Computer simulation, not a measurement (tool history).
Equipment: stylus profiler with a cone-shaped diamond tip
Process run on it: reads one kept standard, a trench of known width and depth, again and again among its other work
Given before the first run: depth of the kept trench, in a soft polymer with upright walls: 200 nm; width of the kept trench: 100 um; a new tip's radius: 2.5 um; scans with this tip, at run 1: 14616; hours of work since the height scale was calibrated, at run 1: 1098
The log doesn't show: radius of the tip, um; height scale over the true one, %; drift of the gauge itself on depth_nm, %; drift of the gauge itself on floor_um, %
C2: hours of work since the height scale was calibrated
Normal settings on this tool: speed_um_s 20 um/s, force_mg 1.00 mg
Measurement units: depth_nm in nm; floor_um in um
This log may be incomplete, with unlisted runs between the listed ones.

{"run": 1, "hour": 0.0, "speed_um_s": 20, "force_mg": 1.0, "scans with this tip": 14616, "C2": 1098, "depth_nm": 201.65, "floor_um": 97.49}
{"run": 2, "hour": 17.2, "speed_um_s": 20, "force_mg": 1.0, "scans with this tip": 14761, "C2": 1109, "depth_nm": 201.33, "floor_um": 97.43}
{"run": 3, "hour": 50.1, "speed_um_s": 20, "force_mg": 1.0, "scans with this tip": 15038, "C2": 1130, "depth_nm": 201.47, "floor_um": 97.41}
{"run": 4, "hour": 82.8, "speed_um_s": 18, "force_mg": 1.0, "scans with this tip": 15313, "C2": 1151, "depth_nm": 201.39, "floor_um": 97.47}
{"run": 5, "hour": 110.8, "speed_um_s": 18, "force_mg": 1.0, "scans with this tip": 15550, "C2": 1168, "depth_nm": 201.5, "floor_um": 97.43}
{"run": 6, "hour": 135.1, "speed_um_s": 20, "force_mg": 2.26, "scans with this tip": 15755, "C2": 1184, "depth_nm": 202.3, "floor_um": 97.51}
{"run": 7, "hour": 165.8, "speed_um_s": 20, "force_mg": 2.26, "scans with this tip": 16013, "C2": 1203, "depth_nm": 202.04, "floor_um": 97.43}
{"hour": 168.3, "done": "height scale calibrated on a step standard"}
{"run": 8, "hour": 181.2, "speed_um_s": 6, "force_mg": 1.39, "scans with this tip": 16139, "C2": 8, "depth_nm": 201.84, "floor_um": 97.55}

Run 9 comes next. What will it give?
{"run": 9, "hour": 205.8, "speed_um_s": 6, "force_mg": 1.39, "scans with this tip": 16346, "C2": 24, "depth_nm": "?", "floor_um": "?"}

Run 9 yielded depth_nm 201.80 nm, floor_um 97.59 um.
The same run, on a tool lacking any hidden state, would have yielded depth_nm 201.25 nm, floor_um 98.06 um.
